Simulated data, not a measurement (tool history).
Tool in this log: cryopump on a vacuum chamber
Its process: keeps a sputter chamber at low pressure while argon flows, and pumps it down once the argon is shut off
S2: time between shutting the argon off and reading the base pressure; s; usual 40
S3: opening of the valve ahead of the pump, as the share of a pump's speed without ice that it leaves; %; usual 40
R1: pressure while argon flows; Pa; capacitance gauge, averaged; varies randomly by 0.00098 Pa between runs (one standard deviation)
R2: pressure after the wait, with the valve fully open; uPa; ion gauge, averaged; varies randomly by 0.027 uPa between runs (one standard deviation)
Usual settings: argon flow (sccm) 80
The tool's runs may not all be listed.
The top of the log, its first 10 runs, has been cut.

Run 11, hour 117.6: usual settings but S3 46 %. Result: R1 0.1969 Pa, R2 1.87 uPa.
Run 12, hour 134.5: usual settings but S3 42 %. Result: R1 0.2159 Pa, R2 1.77 uPa.
Run 13, hour 148.8: usual settings but S3 42 %. Result: R1 0.2165 Pa, R2 1.84 uPa.
Run 14, hour 157.2: usual settings but S3 42 %. Result: R1 0.2155 Pa, R2 1.88 uPa.
Run 15, hour 173.8: usual settings but S3 42 %. Result: R1 0.2148 Pa, R2 1.89 uPa.
Run 16, hour 184.6: usual settings but S3 42 %. Result: R1 0.2162 Pa, R2 1.95 uPa.
Run 17, hour 192.6: usual settings but S3 24 %. Result: R1 0.3703 Pa, R2 1.90 uPa.
Run 18, hour 209.1: usual settings but S3 24 %. Result: R1 0.3687 Pa, R2 1.91 uPa.
Run 19, hour 228.7: usual settings but S3 24 %. Result: R1 0.3682 Pa, R2 1.95 uPa.
Run 20, hour 246.5: usual settings but argon flow (sccm) 123, S3 59 %. Result: R1 0.2456 Pa, R2 1.87 uPa.
Run 21, hour 263.0: usual settings but argon flow (sccm) 140, S2 112 s, S3 39 %. Result: R1 0.4070 Pa, R2 1.26 uPa.
Run 22, hour 280.1: usual settings but argon flow (sccm) 46, S2 294 s, S3 37 %. Result: R1 0.1415 Pa, R2 1.02 uPa.
Run 23, hour 294.3: usual settings but argon flow (sccm) 46, S2 294 s, S3 37 %. Result: R1 0.1421 Pa, R2 1.00 uPa.
Run 24, hour 302.8: usual settings but argon flow (sccm) 98, S2 82 s, S3 19 %. Result: R1 0.5652 Pa, R2 1.45 uPa.
Run 25, hour 312.2: usual settings but argon flow (sccm) 95, S2 82 s, S3 19 %. Result: R1 0.5509 Pa, R2 1.38 uPa.
At hour 326.5: pump warmed up, emptied and cooled again.
Run 26, hour 330.2: usual settings but argon flow (sccm) 158, S2 126 s, S3 19 %. Result: R1 0.8800 Pa, R2 1.10 uPa.
Run 27, hour 345.1: usual settings but argon flow (sccm) 158, S2 189 s, S3 46 %. Result: R1 0.3647 Pa, R2 0.94 uPa.
Run 28, hour 354.4: usual settings but argon flow (sccm) 158, S2 230 s, S3 24 %. Result: R1 0.6989 Pa, R2 0.96 uPa.
Run 29, hour 372.7: usual settings but argon flow (sccm) 158, S2 230 s, S3 24 %. Result: R1 0.7019 Pa, R2 1.01 uPa.
Run 30, hour 392.0: usual settings but argon flow (sccm) 158, S2 230 s, S3 24 %. Result: R1 0.7020 Pa, R2 0.98 uPa.
Run 31, hour 400.4: usual settings but argon flow (sccm) 37, S2 37 s, S3 20 %. Result: R1 0.1974 Pa, R2 1.91 uPa.
Run 32, hour 408.6: usual settings but argon flow (sccm) 37, S2 81 s, S3 45 %. Result: R1 0.0885 Pa, R2 1.32 uPa.
Run 33, hour 418.9: usual settings but argon flow (sccm) 56, S2 217 s. Result: R1 0.1503 Pa, R2 0.99 uPa.

5 options for the next run, each taken on its own from the tool as it stands now. Forecast them:
Run A, hour 435.9: usual settings but argon flow (sccm) 60, S2 27 s, S3 36 %. Result: R1 ?, R2 ?.
Run B, hour 435.9: usual settings but argon flow (sccm) 118. Result: R1 ?, R2 ?.
Run C, hour 435.9: usual settings but argon flow (sccm) 42, S2 273 s, S3 45 %. Result: R1 ?, R2 ?.
Run D, hour 435.9: usual settings but argon flow (sccm) 55. Result: R1 ?, R2 ?.
Run E, hour 435.9: usual settings but argon flow (sccm) 57, S2 48 s, S3 32 %. Result: R1 ?, R2 ?.

run      R1    R2
  A  0.1781  2.41
  B  0.3175  1.87
  C  0.1008  0.95
  D  0.1472  1.84
  E  0.1894  1.75
Without the tool's hidden state the same runs would have given:
run      R1    R2
  A  0.1761  1.78
  B  0.3134  1.25
  C  0.0994  0.33
  D  0.1453  1.22
  E  0.1875  1.11
